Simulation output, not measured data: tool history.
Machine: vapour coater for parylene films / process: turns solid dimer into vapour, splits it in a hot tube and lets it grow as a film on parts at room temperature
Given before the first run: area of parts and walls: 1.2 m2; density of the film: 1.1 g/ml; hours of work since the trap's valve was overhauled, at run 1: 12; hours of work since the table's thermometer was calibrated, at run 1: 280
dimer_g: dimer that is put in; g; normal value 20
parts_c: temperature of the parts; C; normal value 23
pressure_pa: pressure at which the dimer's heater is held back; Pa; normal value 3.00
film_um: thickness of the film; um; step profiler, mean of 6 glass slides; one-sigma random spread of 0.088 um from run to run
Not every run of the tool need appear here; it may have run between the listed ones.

run,day,dimer_g,parts_c,pressure_pa,hours of work since the trap's valve was overhauled,hours of work since the table's thermometer was calibrated,film_um
1,0.000,20,23,3.00,12,280,10.69
2,1.738,20,23,3.00,35,302,10.54
3,3.733,20,23,3.00,61,329,10.46
4,6.504,20,23,3.00,97,365,10.34
5,7.946,20,23,3.00,116,384,10.08
6,9.800,20,23,3.00,140,408,10.11
7,12.367,20,23,3.00,174,442,9.96
8,14.175,20,23,3.00,198,465,9.74
9,15.542,20,23,3.00,216,483,9.72
10,17.317,20,17,3.00,239,507,12.07
11,18.846,20,23,3.00,259,527,9.38
# day 19.488: trap's valve overhauled
12,20.833,19,20,10.80,18,551,9.37
13,23.279,11,22,2.70,50,583,6.29
14,24.812,22,18,3.35,70,603,13.71
15,26.083,19,29,4.98,86,619,7.44
16,29.058,20,34,5.52,125,658,6.09
17,31.858,12,34,5.52,162,695,3.69
18,33.896,15,24,6.24,189,722,6.42
19,37.050,25,21,8.25,230,763,11.24
# day 39.867: trap's valve overhauled
20,40.304,13,32,11.45,6,804,4.18
21,42.825,13,32,11.45,39,837,4.11
22,44.179,15,32,7.95,57,854,4.96

Branching from run 22: 5 alternative next runs. What would each branch give?
A,46.146,9,32,7.95,82,880,?
B,46.146,15,33,3.71,82,880,?
C,46.146,27,24,3.00,82,880,?
D,46.146,15,18,3.91,82,880,?
E,46.146,12,25,2.73,82,880,?

run,film_um
A,2.89
B,5.43
C,13.68
D,9.14
E,6.01
Without the tool's hidden state the same runs would have given:
run,film_um
A,2.92
B,5.48
C,13.82
D,9.23
E,6.07
